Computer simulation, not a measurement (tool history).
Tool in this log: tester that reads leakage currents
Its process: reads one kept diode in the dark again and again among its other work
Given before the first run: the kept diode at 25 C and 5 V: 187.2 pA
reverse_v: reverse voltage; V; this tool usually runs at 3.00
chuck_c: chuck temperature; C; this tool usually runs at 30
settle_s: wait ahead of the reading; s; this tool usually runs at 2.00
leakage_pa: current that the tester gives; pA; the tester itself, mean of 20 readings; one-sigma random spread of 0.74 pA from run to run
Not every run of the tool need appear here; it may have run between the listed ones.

run   hour  reverse_v  chuck_c  settle_s  leakage_pa
  1    0.0       3.00       30      2.00      218.90
  2   22.9       3.00       30      2.00      217.80
  3   53.1       3.00       30      2.00      216.25
  4   82.1       3.00       30      2.00      215.57
  5  111.9       3.00       30      2.00      215.62
  6  132.5       3.00       30      2.00      215.47
  7  168.1       1.98       30      2.00      180.43
  8  207.8       6.36       45      1.00     1094.90
  9  247.5       6.36       45      1.00     1085.90
     251.9  -- chuck's temperature calibrated
 10  274.8      12.80       33      4.68      463.62
 11  304.1       2.33       33      0.81      233.83
 12  342.6       7.13       34      2.00      397.36

Consider 5 possible next runs. They are alternatives, not a sequence: every one starts from the tool as it was left by run 12. What does each give?
  A  376.7       3.00       30      2.37           ?
  B  376.7       3.87       37      1.55           ?
  C  376.7      11.43       24      0.49           ?
  D  376.7       5.79       34      2.00           ?
  E  376.7       2.01       30      0.57           ?

run  leakage_pa
  A      194.45
  B      406.41
  C      193.93
  D      363.35
  E      164.89
With no hidden state in the tool, these same runs would have given:
run  leakage_pa
  A      247.21
  B      511.63
  C      244.43
  D      458.89
  E      209.49
